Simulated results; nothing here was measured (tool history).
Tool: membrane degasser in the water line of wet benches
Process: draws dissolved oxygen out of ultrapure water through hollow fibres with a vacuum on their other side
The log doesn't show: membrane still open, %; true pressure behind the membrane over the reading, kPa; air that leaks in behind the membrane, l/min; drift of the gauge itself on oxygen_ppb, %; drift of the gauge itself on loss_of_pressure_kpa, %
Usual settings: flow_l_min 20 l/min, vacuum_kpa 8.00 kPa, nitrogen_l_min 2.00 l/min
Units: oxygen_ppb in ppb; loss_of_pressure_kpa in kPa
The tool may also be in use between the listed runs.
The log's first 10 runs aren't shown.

run,hour,flow_l_min,vacuum_kpa,nitrogen_l_min,hours since the membrane was changed,hours since the vacuum gauge was calibrated,hours since the vacuum lines were made tight,oxygen_ppb,loss_of_pressure_kpa
11,604.8,20,8.00,0.92,838,2047,3950,239.3,30.44
12,674.4,20,8.00,0.92,907,2117,4020,237.8,30.40
13,712.2,20,8.00,0.92,945,2155,4057,238.8,30.56
14,786.3,20,8.00,0.92,1019,2229,4132,240.9,29.93
15,835.6,20,8.00,0.92,1068,2278,4181,242.6,30.29
16,904.6,18,8.00,0.92,1137,2347,4250,215.3,27.54
17,952.9,25,8.00,2.00,1186,2395,4298,169.8,37.65
18,1036.0,31,5.80,3.64,1269,2478,4381,117.3,46.95
19,1094.5,17,13.36,3.64,1327,2537,4440,124.9,25.71
20,1149.6,17,13.36,3.64,1382,2592,4495,125.7,25.99
21,1189.3,14,17.32,1.40,1422,2632,4535,327.8,21.51
22,1245.1,14,17.32,1.40,1478,2688,4590,330.3,21.38
23,1281.6,14,17.32,1.40,1514,2724,4627,328.6,21.41
24,1360.2,13,17.32,3.53,1593,2803,4706,130.3,19.63
25,1421.3,12,8.00,2.00,1654,2864,4767,73.3,18.43
26,1467.9,16,10.02,2.00,1701,2910,4813,136.4,24.33
27,1546.5,29,12.39,3.12,1779,2989,4892,251.4,43.87
28,1615.2,26,16.29,2.95,1848,3058,4961,301.6,39.52
29,1675.2,26,16.29,2.95,1908,3118,5020,305.5,39.82
30,1743.8,12,18.39,2.95,1977,3186,5089,155.7,18.27
31,1790.8,23,12.75,2.00,2023,3233,5136,281.1,35.45
32,1835.5,27,12.75,1.82,2068,3278,5181,357.4,41.07

4 ways to go on from here, each from the tool as it stands after run 32. What would each give?
A,1900.0,29,6.27,0.91,2133,3342,5245,?,?
B,1900.0,22,12.75,0.83,2133,3342,5245,?,?
C,1900.0,24,12.75,1.82,2133,3342,5245,?,?
D,1900.0,17,11.64,1.92,2133,3342,5245,?,?

run,oxygen_ppb,loss_of_pressure_kpa
A,254.7,44.60
B,540.4,33.68
C,314.0,36.77
D,186.0,25.83
Without the tool's hidden state the same runs would have given:
run,oxygen_ppb,loss_of_pressure_kpa
A,246.9,43.87
B,534.3,33.13
C,308.7,36.17
D,182.6,25.40
